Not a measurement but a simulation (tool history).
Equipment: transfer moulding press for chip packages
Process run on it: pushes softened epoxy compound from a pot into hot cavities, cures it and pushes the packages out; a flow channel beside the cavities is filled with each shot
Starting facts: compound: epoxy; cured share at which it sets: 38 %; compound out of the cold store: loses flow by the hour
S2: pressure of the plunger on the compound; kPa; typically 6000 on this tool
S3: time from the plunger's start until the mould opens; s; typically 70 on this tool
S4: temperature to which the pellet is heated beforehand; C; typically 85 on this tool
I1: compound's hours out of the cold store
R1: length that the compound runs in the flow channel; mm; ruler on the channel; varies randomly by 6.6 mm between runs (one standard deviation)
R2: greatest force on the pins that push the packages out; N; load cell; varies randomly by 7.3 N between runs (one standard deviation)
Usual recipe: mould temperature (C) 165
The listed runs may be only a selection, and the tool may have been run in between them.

{"run": 1, "hour": 0.0, "mould temperature (C)": 165, "S2": 6000, "S3": 70, "S4": 85, "I1": 36.9, "R1": 759, "R2": 286}
{"run": 2, "hour": 7.6, "mould temperature (C)": 165, "S2": 6000, "S3": 70, "S4": 85, "I1": 30.7, "R1": 774, "R2": 305}
{"run": 3, "hour": 11.4, "mould temperature (C)": 161, "S2": 6000, "S3": 70, "S4": 85, "I1": 42.5, "R1": 762, "R2": 357}
{"run": 4, "hour": 18.9, "mould temperature (C)": 165, "S2": 6000, "S3": 70, "S4": 85, "I1": 19.7, "R1": 825, "R2": 304}
{"run": 5, "hour": 27.0, "mould temperature (C)": 165, "S2": 6000, "S3": 70, "S4": 85, "I1": 32.5, "R1": 777, "R2": 305}
{"run": 6, "hour": 37.0, "mould temperature (C)": 165, "S2": 6000, "S3": 88, "S4": 85, "I1": 20.8, "R1": 821, "R2": 259}
{"run": 7, "hour": 43.2, "mould temperature (C)": 165, "S2": 6000, "S3": 88, "S4": 85, "I1": 24.4, "R1": 805, "R2": 251}
{"run": 8, "hour": 47.5, "mould temperature (C)": 165, "S2": 6000, "S3": 70, "S4": 89, "I1": 14.3, "R1": 845, "R2": 307}
{"run": 9, "hour": 56.3, "mould temperature (C)": 165, "S2": 6000, "S3": 70, "S4": 89, "I1": 31.4, "R1": 778, "R2": 290}
{"run": 10, "hour": 65.6, "mould temperature (C)": 165, "S2": 6000, "S3": 70, "S4": 89, "I1": 18.4, "R1": 833, "R2": 307}
{"run": 11, "hour": 70.9, "mould temperature (C)": 165, "S2": 7370, "S3": 70, "S4": 85, "I1": 30.8, "R1": 859, "R2": 296}
{"run": 12, "hour": 76.1, "mould temperature (C)": 165, "S2": 6000, "S3": 70, "S4": 95, "I1": 38.8, "R1": 751, "R2": 292}
{"run": 13, "hour": 83.1, "mould temperature (C)": 165, "S2": 6000, "S3": 70, "S4": 95, "I1": 32.5, "R1": 771, "R2": 307}
{"run": 14, "hour": 88.2, "mould temperature (C)": 165, "S2": 6000, "S3": 70, "S4": 85, "I1": 22.4, "R1": 817, "R2": 309}
{"run": 15, "hour": 93.8, "mould temperature (C)": 159, "S2": 6000, "S3": 70, "S4": 85, "I1": 9.3, "R1": 891, "R2": 478}
{"run": 16, "hour": 97.7, "mould temperature (C)": 159, "S2": 6000, "S3": 88, "S4": 75, "I1": 21.1, "R1": 841, "R2": 293}
{"run": 17, "hour": 102.5, "mould temperature (C)": 159, "S2": 6730, "S3": 88, "S4": 76, "I1": 20.9, "R1": 891, "R2": 303}
{"run": 18, "hour": 107.0, "mould temperature (C)": 165, "S2": 5200, "S3": 99, "S4": 83, "I1": 11.0, "R1": 788, "R2": 261}
{"run": 19, "hour": 114.7, "mould temperature (C)": 165, "S2": 5200, "S3": 99, "S4": 83, "I1": 27.2, "R1": 748, "R2": 260}
{"run": 20, "hour": 127.4, "mould temperature (C)": 158, "S2": 5200, "S3": 54, "S4": 84, "I1": 24.8, "R1": 766, "R2": 784}
{"run": 21, "hour": 133.5, "mould temperature (C)": 165, "S2": 7150, "S3": 70, "S4": 76, "I1": 27.1, "R1": 867, "R2": 292}
{"run": 22, "hour": 141.4, "mould temperature (C)": 165, "S2": 7150, "S3": 70, "S4": 76, "I1": 25.1, "R1": 881, "R2": 309}
{"run": 23, "hour": 145.9, "mould temperature (C)": 172, "S2": 7150, "S3": 70, "S4": 88, "I1": 37.3, "R1": 812, "R2": 248}
{"run": 24, "hour": 153.5, "mould temperature (C)": 165, "S2": 6590, "S3": 58, "S4": 85, "I1": 16.4, "R1": 879, "R2": 431}
{"run": 25, "hour": 162.4, "mould temperature (C)": 165, "S2": 6590, "S3": 58, "S4": 81, "I1": 40.3, "R1": 785, "R2": 423}
{"run": 26, "hour": 171.6, "mould temperature (C)": 165, "S2": 6000, "S3": 55, "S4": 85, "I1": 27.0, "R1": 792, "R2": 497}
{"run": 27, "hour": 180.8, "mould temperature (C)": 173, "S2": 5670, "S3": 70, "S4": 91, "I1": 21.5, "R1": 763, "R2": 268}
{"run": 28, "hour": 189.2, "mould temperature (C)": 165, "S2": 4800, "S3": 73, "S4": 85, "I1": 34.1, "R1": 687, "R2": 293}
{"run": 29, "hour": 196.1, "mould temperature (C)": 169, "S2": 4800, "S3": 73, "S4": 85, "I1": 32.8, "R1": 681, "R2": 267}
{"run": 30, "hour": 200.1, "mould temperature (C)": 165, "S2": 5110, "S3": 65, "S4": 82, "I1": 13.0, "R1": 786, "R2": 360}

Between the runs listed above, the log contained 3 entries, not reproduced here. Where in the sequence does each belong, and how does what the log doesn't record of the tool's condition differ from the listed run before to the listed run after?
After run 5, before run 6: cavities cleaned with cleaning compound and waxed (hour 33.2)
  grip of the stained cavities, % over clean ones': 1.3 -> 0.2
After run 19, before run 20: cavities cleaned with cleaning compound and waxed (hour 119.8); plunger's sealing rings changed (hour 125.7)
  pressure that reaches the compound, % of what is set: 99.8 -> 99.99; grip of the stained cavities, % over clean ones': 1.3 -> 0.2
